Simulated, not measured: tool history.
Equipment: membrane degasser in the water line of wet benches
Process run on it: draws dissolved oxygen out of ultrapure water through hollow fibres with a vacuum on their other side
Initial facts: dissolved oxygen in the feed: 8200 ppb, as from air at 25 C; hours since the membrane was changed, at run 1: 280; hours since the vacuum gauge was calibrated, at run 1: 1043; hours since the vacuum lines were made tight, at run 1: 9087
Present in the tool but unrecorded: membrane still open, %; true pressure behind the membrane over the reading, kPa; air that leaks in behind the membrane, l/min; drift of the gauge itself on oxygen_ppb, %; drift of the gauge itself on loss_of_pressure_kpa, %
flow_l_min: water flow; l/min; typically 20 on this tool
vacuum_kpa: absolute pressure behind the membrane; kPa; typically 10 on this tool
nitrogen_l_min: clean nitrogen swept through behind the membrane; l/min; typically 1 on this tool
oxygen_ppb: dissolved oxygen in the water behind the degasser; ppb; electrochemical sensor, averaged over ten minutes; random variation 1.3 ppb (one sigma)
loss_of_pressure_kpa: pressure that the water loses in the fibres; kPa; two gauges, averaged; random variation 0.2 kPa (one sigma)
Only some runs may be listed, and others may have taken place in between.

run,day,flow_l_min,vacuum_kpa,nitrogen_l_min,hours since the membrane was changed,hours since the vacuum gauge was calibrated,hours since the vacuum lines were made tight,oxygen_ppb,loss_of_pressure_kpa
1,0,20,10,1,280,1043,9087,311.3,43.35
2,4.817,20,23.4,1,395,1158,9203,833.7,43.51
3,9.167,20,23.4,1,500,1263,9307,837.4,43.28
4,12.8,20,23.4,1,587,1350,9395,837.4,43.48
5,17.225,20,10,2.43,693,1456,9501,149,43.73
6,20.8,20,10,2.43,779,1542,9587,149.3,43.44
7,24.492,20,10,1,868,1630,9675,308.2,43.39
8,30.092,20,10,1,1002,1765,9810,310.7,43.48
9,33.742,20,10,0.71,1090,1852,9897,408.2,43.45
10,38.579,20,19.9,1,1206,1968,10013,707.7,43.37
11,42.508,20,10,1,1300,2063,10108,310.1,43.06
12,45.179,20,10,1,1364,2127,10172,309.7,43.06
13,48.925,20,6.4,1,1454,2217,10262,157.6,43.5
14,54.775,20,6.4,1,1595,2357,10402,157.8,43.24
15,60.721,20,6.4,1,1737,2500,10545,157.7,43.74
16,63.788,20,6.4,1,1811,2573,10618,156.9,43.29
17,66.283,20,6.4,2.07,1871,2633,10678,90,43.44
18,69.712,20,20.8,2.07,1953,2716,10760,400.4,43.26
19,72.7,24,9.6,2.3,2025,2787,10832,181.2,52.09
20,75.946,24,16,1.23,2103,2865,10910,548.5,52.37
21,81.321,13,10,2.1,2232,2994,11039,105.3,28.35
22,85.325,13,10,2.1,2328,3090,11135,106.1,28.15
23,89.133,25,10,2.17,2419,3182,11227,209.6,54.19
24,92.412,29,6.9,0.76,2498,3260,11305,317.8,62.85
25,95.162,22,15,1.4,2564,3326,11371,427.2,47.37
26,99.062,27,15.2,1.51,2657,3420,11465,493,58.69
27,103.288,13,17.4,1.51,2759,3521,11566,286.9,28.18
28,107.671,13,17.4,1.51,2864,3627,11672,287.4,28.39
29,113.283,13,17.4,1.51,2999,3761,11806,285.4,28.2

What if the next run were any one of these 3? Each begins from the tool's condition after run 29:
A,118.333,13,13.7,0.98,3120,3883,11927,?,?
B,118.333,16,6.6,1.29,3120,3883,11927,?,?
C,118.333,27,10,1,3120,3883,11927,?,?

run,oxygen_ppb,loss_of_pressure_kpa
A,316.4,28.31
B,107.2,34.56
C,410.3,58.46
What these runs would have given with no unlogged condition in the tool:
run,oxygen_ppb,loss_of_pressure_kpa
A,316.2,28.31
B,107.1,34.56
C,410.1,58.45

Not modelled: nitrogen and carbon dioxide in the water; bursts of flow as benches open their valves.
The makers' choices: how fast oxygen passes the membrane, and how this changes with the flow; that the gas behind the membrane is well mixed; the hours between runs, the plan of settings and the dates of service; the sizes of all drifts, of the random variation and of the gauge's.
